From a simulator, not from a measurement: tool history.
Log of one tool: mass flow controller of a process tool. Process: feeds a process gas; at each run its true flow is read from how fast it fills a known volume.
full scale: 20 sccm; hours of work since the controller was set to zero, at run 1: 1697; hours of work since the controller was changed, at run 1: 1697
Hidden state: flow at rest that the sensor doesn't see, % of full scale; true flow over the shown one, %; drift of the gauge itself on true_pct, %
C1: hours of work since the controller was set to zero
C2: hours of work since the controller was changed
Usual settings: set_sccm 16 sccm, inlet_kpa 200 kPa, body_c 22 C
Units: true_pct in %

Run 1, hour 0: usual settings; C1 1697; C2 1697. Result: true_pct 97.82 %.
Run 2, hour 58.4: usual settings but inlet_kpa 259 kPa; C1 1729; C2 1729. Result: true_pct 97.92 %.
Run 3, hour 99.5: usual settings but inlet_kpa 259 kPa; C1 1751; C2 1751. Result: true_pct 98.06 %.
Run 4, hour 145.4: usual settings but body_c 34 C; C1 1776; C2 1776. Result: true_pct 98.39 %.
Run 5, hour 181.3: usual settings but body_c 34 C; C1 1795; C2 1795. Result: true_pct 98.49 %.
Run 6, hour 233.9: usual settings; C1 1823; C2 1823. Result: true_pct 97.75 %.
Run 7, hour 273.3: usual settings; C1 1845; C2 1845. Result: true_pct 97.76 %.
At hour 279.3: controller's zero set anew.
Run 8, hour 312.2: usual settings; C1 18; C2 1865. Result: true_pct 97.5 %.
Run 9, hour 379.1: usual settings but set_sccm 9 sccm, inlet_kpa 152 kPa, body_c 27 C; C1 54; C2 1901. Result: true_pct 96.65 %.
At hour 393.3: controller's zero set anew, once more.
Run 10, hour 411.5: usual settings but set_sccm 2 sccm, inlet_kpa 170 kPa, body_c 27 C; C1 10; C2 1919. Result: true_pct 96.01 %.
Run 11, hour 457.9: usual settings but set_sccm 9 sccm, inlet_kpa 255 kPa, body_c 26 C; C1 35; C2 1944. Result: true_pct 97.32 %.
Run 12, hour 499.1: usual settings but set_sccm 9 sccm, inlet_kpa 255 kPa, body_c 26 C; C1 57; C2 1966. Result: true_pct 97.37 %.
Run 13, hour 563.3: usual settings but set_sccm 20 sccm, inlet_kpa 236 kPa, body_c 26 C; C1 92; C2 2000. Result: true_pct 98.61 %.

Some steps in true_pct between neighbouring runs. How much of each would the tool show without its hidden state too (settings, what came in, random variation), and how much is left for the hidden state, with any gauge scatter that isn't in both results?
Run 10 -> 11: set_sccm 2 -> 9, inlet_kpa 170 -> 255, body_c 27 -> 26. true_pct +1.31 %: hidden state +0.34, all else +0.97.
